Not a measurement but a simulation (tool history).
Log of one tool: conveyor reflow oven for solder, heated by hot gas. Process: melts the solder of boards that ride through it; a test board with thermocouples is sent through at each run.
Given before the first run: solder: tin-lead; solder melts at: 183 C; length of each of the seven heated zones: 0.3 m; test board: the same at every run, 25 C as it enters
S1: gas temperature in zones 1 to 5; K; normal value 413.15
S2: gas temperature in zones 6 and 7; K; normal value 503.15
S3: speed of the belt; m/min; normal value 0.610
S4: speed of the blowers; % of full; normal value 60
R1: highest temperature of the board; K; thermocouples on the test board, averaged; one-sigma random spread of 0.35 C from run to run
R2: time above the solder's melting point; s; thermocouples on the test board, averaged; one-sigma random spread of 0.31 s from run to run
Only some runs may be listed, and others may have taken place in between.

run	hour	S1	S2	S3	S4	R1	R2
1	0.0	413.15	503.15	0.610	60	485.95	41.2
2	23.9	413.15	503.15	0.610	60	485.85	41.3
3	49.7	413.15	503.15	0.610	60	486.15	40.8
4	81.5	413.15	503.15	0.610	60	485.35	41.4
5	102.0	413.15	503.15	0.610	60	485.05	40.9
6	133.8	413.15	503.15	0.530	60	489.45	51.5
7	163.7	418.15	503.15	0.530	60	489.95	53.5
8	182.1	418.15	503.15	0.530	60	489.65	53.5
9	211.3	424.15	497.15	0.518	64	486.65	55.6
# hour 219.2: flux residue cleaned out of gas plates and filters
10	250.6	413.15	516.15	0.610	60	495.25	46.7
11	281.4	413.15	516.15	0.610	60	494.15	46.5
12	296.7	421.15	491.15	0.637	60	474.55	32.7
13	312.1	399.15	517.15	0.635	65	491.85	39.6
14	343.0	399.15	517.15	0.635	65	491.75	39.2
15	376.0	413.15	494.15	0.610	60	476.35	33.3

What if the next run were any one of these 4? Each begins from the tool's condition after run 15:
A	399.2	421.15	503.15	0.650	60	?	?
B	399.2	415.15	494.15	0.610	60	?	?
C	399.2	413.15	509.15	0.722	81	?	?
D	399.2	413.15	503.15	0.610	65	?	?

run	R1	R2
A	483.15	38.8
B	476.35	34.0
C	485.45	34.4
D	484.25	40.6
With no hidden state in the tool, these same runs would have given:
run	R1	R2
A	487.45	42.4
B	480.35	38.5
C	491.15	38.1
D	488.65	44.4
